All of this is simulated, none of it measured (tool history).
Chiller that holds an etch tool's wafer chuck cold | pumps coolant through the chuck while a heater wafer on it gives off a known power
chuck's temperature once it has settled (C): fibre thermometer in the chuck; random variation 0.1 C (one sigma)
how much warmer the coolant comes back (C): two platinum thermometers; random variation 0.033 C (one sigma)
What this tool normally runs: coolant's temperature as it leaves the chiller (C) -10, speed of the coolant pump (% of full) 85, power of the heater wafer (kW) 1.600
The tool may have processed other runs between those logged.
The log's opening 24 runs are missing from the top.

| run | day | coolant's temperature as it leaves the chiller (C) | speed of the coolant pump (% of full) | power of the heater wafer (kW) | hours since the coolant was changed and the channels were flushed | hours since the pump was overhauled | hours since the chiller's thermometer was calibrated | chuck's temperature once it has settled (C) | how much warmer the coolant comes back (C) |
|---|---|---|---|---|---|---|---|---|---|
| 25 | 78.200 | -1 | 76 | 1.519 | 8351 | 4760 | 1990 | 9.5 | 4.52 |
|  | 81.975 | coolant changed, channels flushed |
| 26 | 82.625 | -1 | 96 | 1.519 | 16 | 4860 | 2090 | 7.6 | 3.53 |
| 27 | 85.288 | 0 | 99 | 1.519 | 79 | 4924 | 2154 | 8.4 | 3.40 |
| 28 | 89.662 | -2 | 71 | 0.909 | 185 | 5029 | 2259 | 4.7 | 2.80 |
| 29 | 93.354 | -13 | 63 | 0.967 | 273 | 5118 | 2348 | -5.4 | 3.37 |
| 30 | 96.808 | -13 | 63 | 0.967 | 356 | 5201 | 2431 | -5.4 | 3.43 |
| 31 | 99.408 | -13 | 63 | 0.967 | 418 | 5263 | 2493 | -5.4 | 3.33 |
| 32 | 103.183 | -19 | 65 | 1.600 | 509 | 5354 | 2584 | -6.5 | 5.45 |

Alternative continuations, all from the tool just after run 32; predict every row:
| A | 105.525 | -6 | 75 | 1.729 | 565 | 5410 | 2640 | ? | ? |
| B | 105.525 | -2 | 84 | 1.720 | 565 | 5410 | 2640 | ? | ? |
| C | 105.525 | -19 | 93 | 1.600 | 565 | 5410 | 2640 | ? | ? |
| D | 105.525 | -19 | 65 | 1.595 | 565 | 5410 | 2640 | ? | ? |

| run | chuck's temperature once it has settled (C) | how much warmer the coolant comes back (C) |
|---|---|---|
| A | 6.1 | 5.07 |
| B | 8.8 | 4.46 |
| C | -9.6 | 3.78 |
| D | -6.6 | 5.41 |
With no hidden state in the tool, these same runs would have given:
| run | chuck's temperature once it has settled (C) | how much warmer the coolant comes back (C) |
|---|---|---|
| A | 6.1 | 5.28 |
| B | 8.8 | 4.66 |
| C | -9.6 | 3.99 |
| D | -6.6 | 5.61 |
